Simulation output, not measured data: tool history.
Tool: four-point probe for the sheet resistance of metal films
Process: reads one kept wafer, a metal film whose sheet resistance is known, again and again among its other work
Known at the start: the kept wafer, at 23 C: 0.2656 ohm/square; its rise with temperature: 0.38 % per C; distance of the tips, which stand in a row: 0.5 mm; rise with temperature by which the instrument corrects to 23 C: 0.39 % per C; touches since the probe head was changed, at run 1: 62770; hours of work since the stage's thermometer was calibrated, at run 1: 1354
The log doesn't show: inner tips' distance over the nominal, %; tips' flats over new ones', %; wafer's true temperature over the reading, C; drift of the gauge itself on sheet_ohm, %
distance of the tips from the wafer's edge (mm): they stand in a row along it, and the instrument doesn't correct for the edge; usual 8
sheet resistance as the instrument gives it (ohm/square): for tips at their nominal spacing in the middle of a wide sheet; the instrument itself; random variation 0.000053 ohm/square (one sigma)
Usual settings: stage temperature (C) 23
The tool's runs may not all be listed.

| run | hour | stage temperature (C) | distance of the tips from the wafer's edge (mm) | touches since the probe head was changed | hours of work since the stage's thermometer was calibrated | sheet resistance as the instrument gives it (ohm/square) |
|---|---|---|---|---|---|---|
| 1 | 0.0 | 23 | 8 | 62770 | 1354 | 0.267849 |
| 2 | 43.5 | 23 | 51 | 64378 | 1387 | 0.267262 |
| 3 | 82.6 | 23 | 51 | 65820 | 1417 | 0.267346 |
| 4 | 125.4 | 23 | 51 | 67400 | 1449 | 0.267399 |
| 5 | 170.9 | 23 | 8 | 69082 | 1484 | 0.267901 |
| 6 | 214.2 | 30 | 8 | 70681 | 1517 | 0.267762 |
| 7 | 259.4 | 30 | 8 | 72349 | 1551 | 0.267874 |
| 8 | 323.8 | 23 | 8 | 74728 | 1600 | 0.268094 |
| 9 | 352.9 | 23 | 8 | 75800 | 1622 | 0.268097 |
| 10 | 402.4 | 23 | 8 | 77630 | 1660 | 0.268081 |
| 11 | 457.9 | 23 | 8 | 79679 | 1702 | 0.268051 |
| 12 | 522.1 | 30 | 8 | 82048 | 1751 | 0.268058 |
|  | 528.2 | stage's thermometer calibrated |
| 13 | 580.1 | 30 | 8 | 84172 | 40 | 0.268139 |
| 14 | 620.0 | 30 | 8 | 85646 | 70 | 0.268165 |
| 15 | 648.6 | 29 | 8 | 86703 | 92 | 0.268216 |
| 16 | 694.6 | 20 | 70 | 88399 | 127 | 0.267975 |

The next listed run, before its measurement:
| 17 | 756.8 | 20 | 70 | 90698 | 174 | ? |

{"run 17": {"sheet resistance as the instrument gives it (ohm/square)": 0.267981}}
Without the tool's hidden state the same run would have given sheet resistance as the instrument gives it (ohm/square) 0.265663.

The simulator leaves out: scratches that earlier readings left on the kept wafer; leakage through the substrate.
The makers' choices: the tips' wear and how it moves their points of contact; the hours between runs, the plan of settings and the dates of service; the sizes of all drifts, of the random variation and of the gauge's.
